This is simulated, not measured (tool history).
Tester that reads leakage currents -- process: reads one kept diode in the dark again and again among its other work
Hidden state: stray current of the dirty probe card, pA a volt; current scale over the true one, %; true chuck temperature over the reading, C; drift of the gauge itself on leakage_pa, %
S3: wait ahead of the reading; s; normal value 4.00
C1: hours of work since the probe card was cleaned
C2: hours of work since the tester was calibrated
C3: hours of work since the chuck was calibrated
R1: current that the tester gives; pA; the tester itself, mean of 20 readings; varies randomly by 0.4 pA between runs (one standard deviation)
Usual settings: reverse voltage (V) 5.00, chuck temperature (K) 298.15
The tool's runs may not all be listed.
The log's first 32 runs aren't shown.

Run 33, hour 923.3: usual settings but reverse voltage (V) 2.95, chuck temperature (K) 307.15; C1 1200; C2 726; C3 465. Result: R1 230.20 pA.
Run 34, hour 957.6: usual settings but reverse voltage (V) 3.59, chuck temperature (K) 307.15, S3 1.27 s; C1 1226; C2 752; C3 491. Result: R1 254.49 pA.
Run 35, hour 987.8: usual settings but reverse voltage (V) 10.32, chuck temperature (K) 303.15, S3 1.76 s; C1 1249; C2 775; C3 514. Result: R1 297.98 pA.
Run 36, hour 1029.1: usual settings but reverse voltage (V) 10.32, chuck temperature (K) 303.15, S3 1.76 s; C1 1280; C2 806; C3 545. Result: R1 299.79 pA.
Run 37, hour 1049.0: usual settings but reverse voltage (V) 2.40, chuck temperature (K) 313.15, S3 9.63 s; C1 1296; C2 822; C3 560. Result: R1 353.04 pA.
Run 38, hour 1083.2: usual settings but reverse voltage (V) 2.40, chuck temperature (K) 313.15, S3 9.63 s; C1 1321; C2 847; C3 586. Result: R1 350.41 pA.
Run 39, hour 1121.1: usual settings but reverse voltage (V) 2.03; C1 1350; C2 876; C3 615. Result: R1 84.29 pA.
Run 40, hour 1162.4: usual settings but reverse voltage (V) 10.39; C1 1382; C2 908; C3 646. Result: R1 189.00 pA.
Run 41, hour 1181.1: usual settings but reverse voltage (V) 14.38, chuck temperature (K) 312.15, S3 0.57 s; C1 1396; C2 922; C3 661. Result: R1 779.82 pA.

Predict each of these 3 candidate next runs independently; none follows another, all start after run 41:
Run A, hour 1204.7: usual settings but reverse voltage (V) 14.38, chuck temperature (K) 313.15, S3 0.71 s; C1 1414; C2 940; C3 679. Result: R1 ?.
Run B, hour 1204.7: usual settings but reverse voltage (V) 6.20, chuck temperature (K) 312.15, S3 2.82 s; C1 1414; C2 940; C3 679. Result: R1 ?.
Run C, hour 1204.7: usual settings but reverse voltage (V) 7.50, chuck temperature (K) 324.15, S3 2.57 s; C1 1414; C2 940; C3 679. Result: R1 ?.

run       R1
  A   848.01
  B   513.50
  C  1516.45
With no hidden state in the tool, these same runs would have given:
run       R1
  A   848.62
  B   513.88
  C  1517.56
